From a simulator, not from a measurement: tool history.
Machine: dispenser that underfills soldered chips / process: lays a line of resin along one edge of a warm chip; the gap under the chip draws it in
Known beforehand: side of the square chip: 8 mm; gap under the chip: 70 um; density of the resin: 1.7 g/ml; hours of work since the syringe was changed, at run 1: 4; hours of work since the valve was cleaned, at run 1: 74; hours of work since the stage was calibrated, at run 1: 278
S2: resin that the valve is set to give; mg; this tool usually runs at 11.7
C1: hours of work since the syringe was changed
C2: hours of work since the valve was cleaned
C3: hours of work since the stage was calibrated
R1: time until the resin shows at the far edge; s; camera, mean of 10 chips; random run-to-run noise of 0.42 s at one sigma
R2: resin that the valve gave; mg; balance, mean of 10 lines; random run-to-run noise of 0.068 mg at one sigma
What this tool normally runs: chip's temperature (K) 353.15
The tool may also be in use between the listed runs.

{"run": 1, "hour": 0.0, "chip's temperature (K)": 353.15, "S2": 11.7, "C1": 4, "C2": 74, "C3": 278, "R1": 40.4, "R2": 11.06}
{"hour": 4.4, "done": "new syringe of resin"}
{"run": 2, "hour": 8.0, "chip's temperature (K)": 353.15, "S2": 11.7, "C1": 2, "C2": 79, "C3": 283, "R1": 35.3, "R2": 10.91}
{"hour": 14.7, "done": "new syringe of resin"}
{"run": 3, "hour": 16.8, "chip's temperature (K)": 353.15, "S2": 11.7, "C1": 2, "C2": 85, "C3": 289, "R1": 33.3, "R2": 10.92}
{"hour": 25.2, "done": "new syringe of resin"}
{"run": 4, "hour": 26.8, "chip's temperature (K)": 362.15, "S2": 11.7, "C1": 1, "C2": 92, "C3": 296, "R1": 20.4, "R2": 10.76}
{"run": 5, "hour": 31.0, "chip's temperature (K)": 362.15, "S2": 11.7, "C1": 4, "C2": 95, "C3": 299, "R1": 26.6, "R2": 10.73}
{"hour": 35.3, "done": "new syringe of resin"}
{"run": 6, "hour": 41.4, "chip's temperature (K)": 362.15, "S2": 11.7, "C1": 4, "C2": 102, "C3": 306, "R1": 27.1, "R2": 10.68}
{"hour": 45.6, "done": "new syringe of resin"}
{"run": 7, "hour": 46.1, "chip's temperature (K)": 353.15, "S2": 11.7, "C1": 0, "C2": 105, "C3": 309, "R1": 30.2, "R2": 10.6}
{"hour": 55.9, "done": "new syringe of resin"}
{"run": 8, "hour": 56.4, "chip's temperature (K)": 366.15, "S2": 13.6, "C1": 0, "C2": 112, "C3": 316, "R1": 15.2, "R2": 12.34}
{"run": 9, "hour": 62.2, "chip's temperature (K)": 356.15, "S2": 14.8, "C1": 4, "C2": 116, "C3": 320, "R1": 34.7, "R2": 13.31}
{"hour": 66.3, "done": "new syringe of resin"}
{"run": 10, "hour": 70.9, "chip's temperature (K)": 363.15, "S2": 11.7, "C1": 3, "C2": 122, "C3": 326, "R1": 24.2, "R2": 10.46}
{"run": 11, "hour": 75.9, "chip's temperature (K)": 363.15, "S2": 11.6, "C1": 7, "C2": 125, "C3": 329, "R1": 32.0, "R2": 10.33}
{"hour": 76.8, "done": "new syringe of resin"}
{"run": 12, "hour": 84.3, "chip's temperature (K)": 342.15, "S2": 10.0, "C1": 5, "C2": 131, "C3": 335, "R1": 83.0, "R2": 8.94}
{"hour": 87.1, "done": "new syringe of resin"}
{"run": 13, "hour": 89.7, "chip's temperature (K)": 365.15, "S2": 10.1, "C1": 2, "C2": 134, "C3": 338, "R1": 19.6, "R2": 8.98}
{"hour": 97.7, "done": "dispensing valve cleaned and set on the balance"}
{"hour": 98.6, "done": "new syringe of resin"}
{"run": 14, "hour": 101.0, "chip's temperature (K)": 361.15, "S2": 14.2, "C1": 2, "C2": 2, "C3": 345, "R1": 21.4, "R2": 14.18}

Consider 3 possible next runs. They are alternatives, not a sequence: every one starts from the tool as it was left by run 14. What does each give?
{"run": "A", "hour": 105.8, "chip's temperature (K)": 361.15, "S2": 14.0, "C1": 5, "C2": 5, "C3": 349, "R1": "?", "R2": "?"}
{"run": "B", "hour": 105.8, "chip's temperature (K)": 338.15, "S2": 10.0, "C1": 5, "C2": 5, "C3": 349, "R1": "?", "R2": "?"}
{"run": "C", "hour": 105.8, "chip's temperature (K)": 364.15, "S2": 10.9, "C1": 5, "C2": 5, "C3": 349, "R1": "?", "R2": "?"}

run=A R1=29.3 R2=13.93
run=B R1=94.4 R2=9.98
run=C R1=25.6 R2=10.82
With no hidden state in the tool, these same runs would have given:
run=A R1=20.3 R2=14.02
run=B R1=65.9 R2=10.05
run=C R1=17.6 R2=10.89

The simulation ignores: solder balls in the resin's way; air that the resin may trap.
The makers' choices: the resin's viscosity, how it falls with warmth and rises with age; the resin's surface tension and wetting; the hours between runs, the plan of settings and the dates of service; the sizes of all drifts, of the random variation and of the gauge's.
